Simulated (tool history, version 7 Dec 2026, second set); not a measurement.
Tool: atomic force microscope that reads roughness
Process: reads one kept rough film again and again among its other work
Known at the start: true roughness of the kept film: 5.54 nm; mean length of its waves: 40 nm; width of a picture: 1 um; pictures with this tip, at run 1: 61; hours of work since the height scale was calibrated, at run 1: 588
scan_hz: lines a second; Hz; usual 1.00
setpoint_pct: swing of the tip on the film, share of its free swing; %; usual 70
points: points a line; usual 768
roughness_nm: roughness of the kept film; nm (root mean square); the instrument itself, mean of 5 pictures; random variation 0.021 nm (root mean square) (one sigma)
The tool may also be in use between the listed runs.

| run | hour | scan_hz | setpoint_pct | points | pictures with this tip | hours of work since the height scale was calibrated | roughness_nm |
|---|---|---|---|---|---|---|---|
| 1 | 0.0 | 1.00 | 70 | 768 | 61 | 588 | 4.759 |
| 2 | 13.2 | 1.00 | 70 | 768 | 89 | 599 | 4.593 |
| 3 | 28.7 | 1.00 | 70 | 768 | 122 | 611 | 4.406 |
|  | 36.0 | new tip fitted |
| 4 | 39.2 | 1.00 | 70 | 768 | 7 | 619 | 4.974 |
| 5 | 56.2 | 1.00 | 70 | 768 | 43 | 632 | 4.767 |
| 6 | 70.8 | 2.54 | 70 | 768 | 74 | 644 | 4.500 |
| 7 | 82.6 | 1.00 | 70 | 768 | 99 | 653 | 4.495 |
| 8 | 92.9 | 1.00 | 70 | 768 | 121 | 661 | 4.420 |
|  | 101.0 | new tip fitted |
| 9 | 108.0 | 1.00 | 70 | 768 | 15 | 672 | 4.953 |
| 10 | 125.5 | 0.81 | 70 | 768 | 52 | 686 | 4.795 |
| 11 | 139.9 | 0.81 | 70 | 768 | 83 | 698 | 4.616 |
| 12 | 158.0 | 1.00 | 70 | 768 | 121 | 712 | 4.400 |
|  | 165.3 | new tip fitted |
| 13 | 170.7 | 1.00 | 70 | 768 | 11 | 721 | 4.935 |
| 14 | 180.1 | 1.00 | 89 | 768 | 31 | 729 | 4.711 |
| 15 | 193.2 | 1.00 | 89 | 768 | 59 | 739 | 4.552 |
| 16 | 207.6 | 1.00 | 89 | 841 | 90 | 750 | 4.400 |
| 17 | 218.4 | 1.00 | 89 | 841 | 113 | 759 | 4.299 |
| 18 | 226.2 | 1.00 | 70 | 768 | 129 | 765 | 4.347 |
|  | 229.2 | new tip fitted |
| 19 | 242.4 | 1.00 | 70 | 567 | 28 | 777 | 4.848 |
| 20 | 252.0 | 1.00 | 70 | 921 | 48 | 785 | 4.752 |
| 21 | 259.6 | 1.00 | 70 | 500 | 64 | 791 | 4.674 |
| 22 | 274.7 | 1.00 | 70 | 500 | 96 | 803 | 4.515 |
| 23 | 287.9 | 1.00 | 70 | 500 | 124 | 813 | 4.357 |
|  | 293.8 | new tip fitted |
| 24 | 299.9 | 1.00 | 70 | 500 | 13 | 822 | 4.961 |
| 25 | 310.8 | 1.00 | 70 | 768 | 36 | 831 | 4.789 |
| 26 | 327.5 | 1.00 | 70 | 768 | 72 | 844 | 4.644 |
| 27 | 345.8 | 1.00 | 70 | 768 | 111 | 858 | 4.434 |
| 28 | 355.2 | 0.77 | 70 | 768 | 130 | 866 | 4.356 |
|  | 358.3 | new tip fitted |
| 29 | 365.9 | 3.49 | 73 | 448 | 16 | 874 | 4.588 |
| 30 | 373.6 | 1.00 | 70 | 625 | 33 | 880 | 4.815 |
| 31 | 382.4 | 3.41 | 70 | 258 | 51 | 887 | 4.506 |
| 32 | 391.5 | 3.41 | 70 | 258 | 71 | 894 | 4.377 |
| 33 | 409.1 | 1.51 | 69 | 652 | 108 | 908 | 4.411 |
| 34 | 418.9 | 1.00 | 70 | 362 | 129 | 915 | 4.348 |
|  | 422.6 | new tip fitted |
| 35 | 431.3 | 1.00 | 81 | 945 | 18 | 925 | 4.845 |
| 36 | 444.9 | 1.00 | 56 | 320 | 47 | 935 | 4.748 |
| 37 | 461.7 | 1.00 | 56 | 320 | 83 | 948 | 4.606 |
| 38 | 473.7 | 1.00 | 56 | 320 | 109 | 958 | 4.433 |
| 39 | 484.3 | 1.51 | 60 | 768 | 131 | 966 | 4.310 |
|  | 487.5 | new tip fitted |
| 40 | 497.2 | 1.51 | 60 | 768 | 20 | 976 | 4.916 |
| 41 | 506.2 | 1.00 | 70 | 335 | 40 | 983 | 4.747 |
| 42 | 518.1 | 1.00 | 70 | 335 | 65 | 992 | 4.637 |
| 43 | 536.8 | 3.54 | 56 | 335 | 105 | 1007 | 4.383 |
|  | 552.1 | new tip fitted |
| 44 | 555.8 | 3.54 | 56 | 335 | 8 | 1022 | 4.885 |
| 45 | 570.3 | 3.54 | 56 | 335 | 39 | 1033 | 4.706 |
| 46 | 588.2 | 1.32 | 66 | 768 | 77 | 1047 | 4.533 |
| 47 | 605.8 | 1.32 | 66 | 768 | 114 | 1061 | 4.402 |
|  | 616.8 | new tip fitted |
| 48 | 621.3 | 0.85 | 70 | 429 | 9 | 1073 | 4.998 |
| 49 | 631.1 | 0.85 | 71 | 429 | 30 | 1080 | 4.831 |
| 50 | 639.7 | 0.85 | 57 | 385 | 48 | 1087 | 4.812 |
| 51 | 649.7 | 0.85 | 82 | 545 | 70 | 1095 | 4.593 |
| 52 | 667.2 | 0.85 | 82 | 342 | 107 | 1109 | 4.411 |

Hidden state at the last listed run before each entry between runs and at the first one after, where it differs:
Between runs 3 and 4: new tip fitted (hour 36.0)
  radius of the tip, nm: 16.2 -> 6; height scale over the true one, %: -0.67 -> -0.68
  measured less the result without the state, roughness_nm: -0.665 -> -0.100 nm (root mean square)
Between runs 8 and 9: new tip fitted (hour 101.0)
  radius of the tip, nm: 16.7 -> 6.7; height scale over the true one, %: -0.74 -> -0.75
  measured less the result without the state, roughness_nm: -0.701 -> -0.146 nm (root mean square)
Between runs 12 and 13: new tip fitted (hour 165.3)
  radius of the tip, nm: 16.7 -> 6.3; height scale over the true one, %: -0.8 -> -0.81
  measured less the result without the state, roughness_nm: -0.699 -> -0.122 nm (root mean square)
Between runs 18 and 19: new tip fitted (hour 229.2)
  radius of the tip, nm: 17.3 -> 7.7; height scale over the true one, %: -0.87 -> -0.89
  measured less the result without the state, roughness_nm: -0.728 -> -0.210 nm (root mean square)
Between runs 23 and 24: new tip fitted (hour 293.8)
  radius of the tip, nm: 16.5 -> 6.4; height scale over the true one, %: -0.94 -> -0.95
  measured less the result without the state, roughness_nm: -0.689 -> -0.136 nm (root mean square)
Between runs 28 and 29: new tip fitted (hour 358.3)
  radius of the tip, nm: 17.5 -> 6.9; height scale over the true one, %: -1 -> -1.01
  measured less the result without the state, roughness_nm: -0.748 -> -0.163 nm (root mean square)
Between runs 34 and 35: new tip fitted (hour 422.6)
  radius of the tip, nm: 16.6 -> 6.7; height scale over the true one, %: -1.06 -> -1.08
  measured less the result without the state, roughness_nm: -0.698 -> -0.161 nm (root mean square)
Between runs 39 and 40: new tip fitted (hour 487.5)
  radius of the tip, nm: 17.2 -> 7.3; height scale over the true one, %: -1.13 -> -1.14
  measured less the result without the state, roughness_nm: -0.733 -> -0.204 nm (root mean square)
Between runs 43 and 44: new tip fitted (hour 552.1)
  radius of the tip, nm: 15 -> 6; height scale over the true one, %: -1.18 -> -1.2
  measured less the result without the state, roughness_nm: -0.618 -> -0.123 nm (root mean square)
Between runs 47 and 48: new tip fitted (hour 616.8)
  radius of the tip, nm: 16 -> 5.9; height scale over the true one, %: -1.25 -> -1.27
  measured less the result without the state, roughness_nm: -0.685 -> -0.121 nm (root mean square)

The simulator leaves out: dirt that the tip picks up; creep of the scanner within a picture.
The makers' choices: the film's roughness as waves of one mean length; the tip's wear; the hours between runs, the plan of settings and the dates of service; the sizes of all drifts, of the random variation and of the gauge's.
